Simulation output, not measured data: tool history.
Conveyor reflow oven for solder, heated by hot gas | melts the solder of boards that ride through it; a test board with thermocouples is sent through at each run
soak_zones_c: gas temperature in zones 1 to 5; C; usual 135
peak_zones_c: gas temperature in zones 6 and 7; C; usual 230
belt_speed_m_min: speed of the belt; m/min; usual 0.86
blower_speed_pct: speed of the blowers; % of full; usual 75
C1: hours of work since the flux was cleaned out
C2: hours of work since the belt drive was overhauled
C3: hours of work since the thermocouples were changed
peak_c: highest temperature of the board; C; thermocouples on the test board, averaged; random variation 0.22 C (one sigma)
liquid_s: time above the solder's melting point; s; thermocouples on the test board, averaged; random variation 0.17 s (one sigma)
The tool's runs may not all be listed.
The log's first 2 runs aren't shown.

Run 3, day 0.871: usual settings but blower_speed_pct 82 % of full; C1 149; C2 196; C3 446. Result: peak_c 213.5 C, liquid_s 34.2 s.
Run 4, day 1.171: usual settings but blower_speed_pct 82 % of full; C1 155; C2 201; C3 451. Result: peak_c 213.8 C, liquid_s 34.2 s.
Run 5, day 1.508: usual settings but blower_speed_pct 82 % of full; C1 160; C2 207; C3 457. Result: peak_c 213.6 C, liquid_s 34 s.
Run 6, day 1.771: usual settings but blower_speed_pct 82 % of full; C1 165; C2 211; C3 461. Result: peak_c 214 C, liquid_s 34.1 s.
Run 7, day 1.979: usual settings but blower_speed_pct 82 % of full; C1 168; C2 215; C3 465. Result: peak_c 213.9 C, liquid_s 33.6 s.
Run 8, day 2.338: usual settings but blower_speed_pct 82 % of full; C1 174; C2 221; C3 471. Result: peak_c 213.6 C, liquid_s 33.8 s.
Run 9, day 2.779: usual settings; C1 182; C2 229; C3 478. Result: peak_c 211.6 C, liquid_s 32.5 s.
Run 10, day 3.2: usual settings; C1 189; C2 236; C3 485. Result: peak_c 211.4 C, liquid_s 32.4 s.
At day 3.388: belt drive overhauled, speed set with a stopwatch.
Run 11, day 3.554: usual settings; C1 192; C2 3; C3 489. Result: peak_c 211.6 C, liquid_s 32.2 s.
Run 12, day 3.942: usual settings; C1 199; C2 9; C3 495. Result: peak_c 211.5 C, liquid_s 32.3 s.
Run 13, day 4.292: usual settings; C1 205; C2 15; C3 501. Result: peak_c 211.5 C, liquid_s 32.5 s.
Run 14, day 4.746: usual settings; C1 213; C2 23; C3 509. Result: peak_c 211.5 C, liquid_s 32.4 s.
Run 15, day 5.112: usual settings but belt_speed_m_min 0.887 m/min; C1 219; C2 29; C3 515. Result: peak_c 210.5 C, liquid_s 30.6 s.
Run 16, day 5.342: usual settings but soak_zones_c 132 C, blower_speed_pct 77 % of full; C1 223; C2 33; C3 519. Result: peak_c 211.2 C, liquid_s 32.1 s.
At day 5.583: belt drive overhauled, speed set with a stopwatch, once more.
Run 17, day 5.888: usual settings but soak_zones_c 132 C, blower_speed_pct 77 % of full; C1 229; C2 5; C3 525. Result: peak_c 211.2 C, liquid_s 31.7 s.
Run 18, day 6.317: usual settings but soak_zones_c 132 C, peak_zones_c 236 C, belt_speed_m_min 0.944 m/min, blower_speed_pct 86 % of full; C1 236; C2 12; C3 533. Result: peak_c 215.4 C, liquid_s 30.4 s.
Run 19, day 6.65: usual settings but soak_zones_c 122 C, blower_speed_pct 62 % of full; C1 242; C2 18; C3 538. Result: peak_c 203.8 C, liquid_s 23.7 s.
Run 20, day 7.042: usual settings but soak_zones_c 129 C, peak_zones_c 236 C, belt_speed_m_min 0.931 m/min, blower_speed_pct 58 % of full; C1 249; C2 25; C3 545. Result: peak_c 204.7 C, liquid_s 23.1 s.
Run 21, day 7.375: usual settings but soak_zones_c 129 C, peak_zones_c 236 C, belt_speed_m_min 0.931 m/min, blower_speed_pct 58 % of full; C1 254; C2 30; C3 551. Result: peak_c 204.6 C, liquid_s 23.2 s.
Run 22, day 7.592: usual settings but soak_zones_c 134 C, peak_zones_c 225 C, belt_speed_m_min 0.706 m/min, blower_speed_pct 58 % of full; C1 258; C2 34; C3 554. Result: peak_c 208 C, liquid_s 37.2 s.
Run 23, day 7.875: usual settings but soak_zones_c 134 C, peak_zones_c 225 C, belt_speed_m_min 0.706 m/min, blower_speed_pct 78 % of full; C1 263; C2 39; C3 559. Result: peak_c 213 C, liquid_s 41.8 s.
Run 24, day 8.104: usual settings but soak_zones_c 130 C, peak_zones_c 241 C, belt_speed_m_min 0.977 m/min; C1 267; C2 43; C3 563. Result: peak_c 213.6 C, liquid_s 28.4 s.
Run 25, day 8.517: usual settings but soak_zones_c 132 C, peak_zones_c 238 C, belt_speed_m_min 0.753 m/min, blower_speed_pct 54 % of full; C1 274; C2 50; C3 570. Result: peak_c 214.5 C, liquid_s 37.9 s.
Run 26, day 8.804: usual settings but belt_speed_m_min 0.954 m/min; C1 279; C2 55; C3 575. Result: peak_c 206.9 C, liquid_s 26 s.

Forecast run 27:
Run 27, day 9.15: usual settings but peak_zones_c 234 C, belt_speed_m_min 0.954 m/min, blower_speed_pct 80 % of full; C1 285; C2 61; C3 581. Result: peak_c ?, liquid_s ?.

{"run 27": {"peak_c": 211.9, "liquid_s": 29.3}}
Without the tool's hidden state the same run would have given peak_c 213.5 C, liquid_s 30.4 s.
